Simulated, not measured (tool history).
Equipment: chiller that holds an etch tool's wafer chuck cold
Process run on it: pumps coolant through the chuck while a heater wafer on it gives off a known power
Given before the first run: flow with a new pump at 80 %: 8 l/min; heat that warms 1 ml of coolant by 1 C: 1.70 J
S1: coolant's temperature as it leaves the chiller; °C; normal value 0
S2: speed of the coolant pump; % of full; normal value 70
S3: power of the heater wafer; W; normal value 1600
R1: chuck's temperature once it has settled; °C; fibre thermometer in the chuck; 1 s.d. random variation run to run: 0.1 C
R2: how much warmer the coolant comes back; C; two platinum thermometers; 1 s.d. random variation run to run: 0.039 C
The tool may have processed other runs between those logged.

Run 1, hour 0: usual settings. Result: R1 16.7 °C, R2 8.15 C.
Run 2, hour 35.7: usual settings but S3 860 W. Result: R1 8.9 °C, R2 4.36 C.
Run 3, hour 63.7: usual settings but S1 8 °C, S3 860 W. Result: R1 17 °C, R2 4.39 C.
Run 4, hour 82: usual settings but S1 8 °C, S3 860 W. Result: R1 16.7 °C, R2 4.35 C.
Run 5, hour 106.1: usual settings. Result: R1 16.5 °C, R2 8.14 C.
Run 6, hour 124.5: usual settings but S2 61 % of full. Result: R1 18.1 °C, R2 9.38 C.
Run 7, hour 149.2: usual settings but S2 61 % of full. Result: R1 18.2 °C, R2 9.33 C.
Run 8, hour 168.9: usual settings but S2 61 % of full. Result: R1 18.3 °C, R2 9.41 C.
Run 9, hour 198.5: usual settings but S2 61 % of full. Result: R1 18.3 °C, R2 9.45 C.
Run 10, hour 223.4: usual settings. Result: R1 16.7 °C, R2 8.2 C.
Run 11, hour 244.7: usual settings but S1 8 °C. Result: R1 24.5 °C, R2 8.26 C.
At hour 274.2: coolant changed, channels flushed.
Run 12, hour 274.2: usual settings but S1 8 °C. Result: R1 24.3 °C, R2 8.19 C.
Run 13, hour 301.4: usual settings but S1 8 °C, S2 66 % of full. Result: R1 25.3 °C, R2 8.75 C.
Run 14, hour 331.6: usual settings but S1 8 °C, S2 66 % of full. Result: R1 25.2 °C, R2 8.74 C.
Run 15, hour 350.2: usual settings but S1 8 °C, S2 66 % of full. Result: R1 25.3 °C, R2 8.74 C.
Run 16, hour 386: usual settings but S1 -5 °C. Result: R1 11.4 °C, R2 8.23 C.
Run 17, hour 401.5: usual settings but S1 -5 °C, S2 74 % of full, S3 1656 W. Result: R1 11.4 °C, R2 8.19 C.
Run 18, hour 431.6: usual settings but S1 -5 °C, S2 74 % of full, S3 856 W. Result: R1 3.4 °C, R2 4.27 C.
Run 19, hour 455.8: usual settings but S1 -8 °C, S2 85 % of full, S3 918 W. Result: R1 0.2 °C, R2 4.07 C.

3 ways to go on from here, each from the tool as it stands after run 19. What would each give?
Run A, hour 474.3: usual settings but S1 -7 °C. Result: R1 ?, R2 ?.
Run B, hour 474.3: usual settings but S3 1838 W. Result: R1 ?, R2 ?.
Run C, hour 474.3: usual settings but S1 -8 °C, S2 85 % of full, S3 1030 W. Result: R1 ?, R2 ?.

run    R1    R2
  A   9.6  8.37
  B  18.9  9.46
  C   1.2   4.6
Stripped of hidden state, with their random variation kept, the same runs would have yielded:
run    R1    R2
  A   9.6  8.13
  B  18.9  9.22
  C   1.2  4.36
